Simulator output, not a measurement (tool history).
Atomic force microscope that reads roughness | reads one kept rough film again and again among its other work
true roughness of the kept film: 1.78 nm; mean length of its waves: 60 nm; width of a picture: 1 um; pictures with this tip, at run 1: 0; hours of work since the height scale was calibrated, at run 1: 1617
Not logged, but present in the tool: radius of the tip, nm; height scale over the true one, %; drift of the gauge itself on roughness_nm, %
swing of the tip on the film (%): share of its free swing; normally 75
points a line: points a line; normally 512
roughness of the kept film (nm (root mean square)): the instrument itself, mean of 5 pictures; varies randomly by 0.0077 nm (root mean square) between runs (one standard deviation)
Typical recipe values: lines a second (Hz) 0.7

run    hour  lines a second (Hz)  swing of the tip on the film (%)  points a line  pictures with this tip  hours of work since the height scale was calibrated  roughness of the kept film (nm (root mean square))
  1       0                  0.7                                75            512                       0                                                 1617                                               1.663
  2    65.7                  0.7                                75            512                     115                                                 1662                                               1.628
  3   110.1                  0.7                                75            512                     192                                                 1692                                               1.577
      135.8  -- new tip fitted
  4   174.4                  0.7                                75            512                      68                                                 1736                                               1.642
  5   230.5                  0.7                                75            512                     165                                                 1775                                               1.596
      267.7  -- new tip fitted
  6     273                  0.7                                80            512                      10                                                 1804                                               1.638
  7   304.9                  0.7                                75            512                      65                                                 1826                                               1.646
  8   370.8                  0.7                                75            512                     180                                                 1871                                               1.583
      397.9  -- new tip fitted
  9     427                  0.7                                75            512                      50                                                 1909                                               1.645
 10   475.3                0.598                                75            512                     135                                                 1943                                               1.638
      510.8  -- height scale calibrated on a step standard
      533.4  -- new tip fitted
 11     537                0.598                                75            512                       6                                                   18                                               1.648
 12   585.6                0.598                                75            512                      91                                                   51                                               1.624
 13   629.4                0.598                                75            512                     168                                                   81                                               1.597
      664.3  -- new tip fitted
 14   670.7                  0.7                                75            512                      11                                                  109                                               1.643
 15     729                  0.7                                75            512                     112                                                  149                                                 1.6
 16   784.2                  0.7                                75            512                     209                                                  187                                               1.543
      795.4  -- new tip fitted
 17   850.1                  0.7                                75            512                      96                                                  232                                                1.61
 18   901.5                  0.7                                75            512                     185                                                  268                                               1.542
      926.5  -- new tip fitted
 19   973.4                  0.7                                75            512                      82                                                  317                                               1.615
 20  1010.9                  0.7                                61            512                     147                                                  343                                               1.632
 21  1046.3                1.361                                61            512                     209                                                  367                                               1.558
     1060.2  -- new tip fitted
 22  1100.3                1.361                                61            512                      70                                                  404                                               1.634
 23  1164.3                1.361                                61            512                     182                                                  448                                               1.565
     1191.4  -- new tip fitted
 24  1206.3                1.361                                61            512                      26                                                  477                                               1.652
 25  1242.2                1.361                                61            512                      89                                                  501                                               1.615
 26  1299.3                1.361                                80            512                     188                                                  541                                               1.442
     1326.3  -- new tip fitted
 27  1337.1                1.361                                80            512                      19                                                  566                                                1.51
 28  1386.9                0.624                                75            512                     106                                                  601                                               1.605
 29  1445.3                0.624                                75            512                     208                                                  641                                               1.582
     1460.3  -- new tip fitted
 30  1495.8                 2.89                                73            460                      62                                                  675                                               1.397
 31  1557.4                 2.89                                73            460                     169                                                  717                                               1.361
     1590.9  -- new tip fitted
 32  1629.6                2.448                                75            752                      68                                                  767                                                1.41
 33  1674.6                2.448                                75            752                     146                                                  798                                               1.391
     1722.3  -- new tip fitted
 34  1739.1                  0.7                                58            535                      30                                                  842                                               1.704
 35  1783.9                1.533                                58            348                     108                                                  873                                               1.631
 36  1848.6                2.183                                68            400                     221                                                  917                                               1.459
     1852.6  -- new tip fitted
 37  1897.9                3.009                                57            512                      79                                                  951                                               1.575
 38  1947.9                3.009                                57            512                     166                                                  985                                               1.527
 39  1980.1                3.009                                57            512                     222                                                 1007                                               1.514
     1985.8  -- new tip fitted
 40  2039.1                3.009                                57            512                      93                                                 1048                                               1.571
 41  2102.6                 1.65                                88            512                     204                                                 1091                                               1.292
     2119.4  -- new tip fitted
 42  2142.2                3.786                                58            510                      40                                                 1118                                               1.538
 43  2174.4                0.843                                75            764                      96                                                 1140                                               1.585
 44  2229.3                1.271                                75            512                     192                                                 1178                                               1.496
     2249.8  -- new tip fitted
 45    2263                0.931                                75            677                      23                                                 1201                                               1.615
 46  2307.5                1.726                                57            984                     100                                                 1232                                               1.623
 47    2343                1.726                                57            984                     162                                                 1256                                                 1.6
     2380.9  -- new tip fitted
 48  2388.2                1.726                                57            984                      13                                                 1287                                               1.669
 49  2459.2                2.258                                57            305                     137                                                 1336                                               1.593
 50  2496.3                2.258                                57            305                     202                                                 1361                                               1.577
     2516.5  -- new tip fitted
 51  2539.7                1.143                                73            263                      40                                                 1391                                               1.602
 52  2603.9                1.143                                62            374                     152                                                 1435                                               1.617

Forecast each of these 3 alternatives for the next run:
     2652.2  -- new tip fitted
  A  2663.6                1.569                                64            268                      19                                                 1476                                                   ?
     2652.2  -- new tip fitted
  B  2663.6                2.892                                75            535                      19                                                 1476                                                   ?
     2652.2  -- new tip fitted
  C  2663.6                2.313                                61            455                      19                                                 1476                                                   ?

run  roughness of the kept film (nm (root mean square))
  A                                                1.63
  B                                                 1.4
  C                                                1.61
Stripped of hidden state, with their random variation kept, the same runs would have yielded:
run  roughness of the kept film (nm (root mean square))
  A                                               1.614
  B                                               1.386
  C                                               1.593

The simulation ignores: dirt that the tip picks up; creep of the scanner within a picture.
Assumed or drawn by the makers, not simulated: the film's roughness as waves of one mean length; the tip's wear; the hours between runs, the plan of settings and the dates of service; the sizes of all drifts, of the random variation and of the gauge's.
